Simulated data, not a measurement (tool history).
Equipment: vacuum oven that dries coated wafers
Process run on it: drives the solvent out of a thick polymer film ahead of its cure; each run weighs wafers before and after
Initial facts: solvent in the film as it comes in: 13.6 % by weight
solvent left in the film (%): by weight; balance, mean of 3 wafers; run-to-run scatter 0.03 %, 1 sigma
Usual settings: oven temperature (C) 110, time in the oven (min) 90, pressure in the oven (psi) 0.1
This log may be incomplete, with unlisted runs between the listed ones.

{"run": 1, "hour": 0.0, "oven temperature (C)": 110, "time in the oven (min)": 90, "pressure in the oven (psi)": 0.1, "solvent left in the film (%)": 1.87}
{"run": 2, "hour": 7.0, "oven temperature (C)": 109, "time in the oven (min)": 90, "pressure in the oven (psi)": 0.1, "solvent left in the film (%)": 2.01}
{"run": 3, "hour": 12.5, "oven temperature (C)": 110, "time in the oven (min)": 90, "pressure in the oven (psi)": 0.1, "solvent left in the film (%)": 1.85}
{"run": 4, "hour": 23.3, "oven temperature (C)": 110, "time in the oven (min)": 90, "pressure in the oven (psi)": 0.1, "solvent left in the film (%)": 1.91}
{"run": 5, "hour": 33.9, "oven temperature (C)": 110, "time in the oven (min)": 90, "pressure in the oven (psi)": 0.1, "solvent left in the film (%)": 1.88}
{"run": 6, "hour": 39.7, "oven temperature (C)": 110, "time in the oven (min)": 90, "pressure in the oven (psi)": 0.1, "solvent left in the film (%)": 1.83}
{"run": 7, "hour": 46.8, "oven temperature (C)": 110, "time in the oven (min)": 90, "pressure in the oven (psi)": 0.1, "solvent left in the film (%)": 1.9}
{"run": 8, "hour": 53.3, "oven temperature (C)": 110, "time in the oven (min)": 90, "pressure in the oven (psi)": 0.1, "solvent left in the film (%)": 1.88}
{"run": 9, "hour": 63.0, "oven temperature (C)": 114, "time in the oven (min)": 90, "pressure in the oven (psi)": 0.1, "solvent left in the film (%)": 1.29}
{"run": 10, "hour": 71.6, "oven temperature (C)": 110, "time in the oven (min)": 90, "pressure in the oven (psi)": 0.1, "solvent left in the film (%)": 1.86}
{"run": 11, "hour": 82.6, "oven temperature (C)": 110, "time in the oven (min)": 90, "pressure in the oven (psi)": 0.1, "solvent left in the film (%)": 1.88}
{"run": 12, "hour": 89.6, "oven temperature (C)": 110, "time in the oven (min)": 90, "pressure in the oven (psi)": 0.1, "solvent left in the film (%)": 1.91}
{"run": 13, "hour": 99.6, "oven temperature (C)": 110, "time in the oven (min)": 90, "pressure in the oven (psi)": 0.1, "solvent left in the film (%)": 1.88}
{"run": 14, "hour": 105.5, "oven temperature (C)": 99, "time in the oven (min)": 90, "pressure in the oven (psi)": 0.1, "solvent left in the film (%)": 3.89}
{"run": 15, "hour": 111.9, "oven temperature (C)": 99, "time in the oven (min)": 90, "pressure in the oven (psi)": 0.1, "solvent left in the film (%)": 3.86}
{"run": 16, "hour": 118.9, "oven temperature (C)": 99, "time in the oven (min)": 90, "pressure in the oven (psi)": 0.1, "solvent left in the film (%)": 3.9}
{"run": 17, "hour": 124.4, "oven temperature (C)": 99, "time in the oven (min)": 90, "pressure in the oven (psi)": 0.1, "solvent left in the film (%)": 3.9}

Run 18, settings as shown, results not yet in. Your forecast:
{"run": 18, "hour": 131.6, "oven temperature (C)": 99, "time in the oven (min)": 90, "pressure in the oven (psi)": 0.1, "solvent left in the film (%)": "?"}

Run 18 gave solvent left in the film (%) 3.93.
Take away the tool's hidden state, keep the run-to-run variation as it was, and the same run would have given solvent left in the film (%) 3.77.
